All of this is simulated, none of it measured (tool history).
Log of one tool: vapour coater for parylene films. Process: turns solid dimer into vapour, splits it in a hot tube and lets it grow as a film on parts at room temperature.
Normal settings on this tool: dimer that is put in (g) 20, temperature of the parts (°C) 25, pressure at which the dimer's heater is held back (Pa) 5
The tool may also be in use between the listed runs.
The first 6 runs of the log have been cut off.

| run | hour | dimer that is put in (g) | temperature of the parts (°C) | pressure at which the dimer's heater is held back (Pa) | thickness of the film (nm) |
|---|---|---|---|---|---|
|  | 111.6 | trap's valve overhauled |
| 7 | 135.8 | 21 | 25 | 5 | 17270 |
| 8 | 149.6 | 20 | 25 | 5 | 16370 |
| 9 | 165.2 | 20 | 25 | 5 | 16320 |
| 10 | 186.7 | 20 | 25 | 5 | 16530 |
| 11 | 198.5 | 20 | 25 | 5 | 16380 |
| 12 | 216.8 | 20 | 25 | 5 | 16380 |
| 13 | 229.3 | 20 | 19 | 5 | 18890 |
| 14 | 244.8 | 20 | 19 | 5 | 18860 |
| 15 | 260.7 | 20 | 19 | 5 | 18760 |
| 16 | 275 | 20 | 19 | 5 | 18670 |
| 17 | 300.7 | 10 | 25 | 5 | 8200 |
| 18 | 318.8 | 13 | 25 | 5 | 10540 |
| 19 | 339.5 | 27 | 31 | 2.76 | 19800 |
| 20 | 366.4 | 27 | 31 | 2.76 | 19670 |
| 21 | 377.6 | 27 | 31 | 2.76 | 19800 |
| 22 | 388.9 | 12 | 20 | 2.76 | 11130 |
| 23 | 407.6 | 20 | 34 | 5 | 13020 |
| 24 | 425.5 | 17 | 18 | 6.15 | 15930 |
| 25 | 449.4 | 17 | 18 | 6.15 | 15790 |
| 26 | 467.9 | 20 | 25 | 5.41 | 16160 |
| 27 | 491.9 | 20 | 25 | 8.58 | 15530 |
| 28 | 511.5 | 33 | 27 | 7.55 | 24830 |
| 29 | 524.2 | 27 | 21 | 11.56 | 21960 |
| 30 | 550.1 | 31 | 25 | 5.72 | 24240 |

Run 31 is up next; what results do you expect?
| 31 | 574.1 | 10 | 30 | 2.84 | ? |

Run 31 produced thickness of the film (nm) 7370.
Take away the tool's hidden state, keep the run-to-run variation as it was, and the same run would have given thickness of the film (nm) 7590.
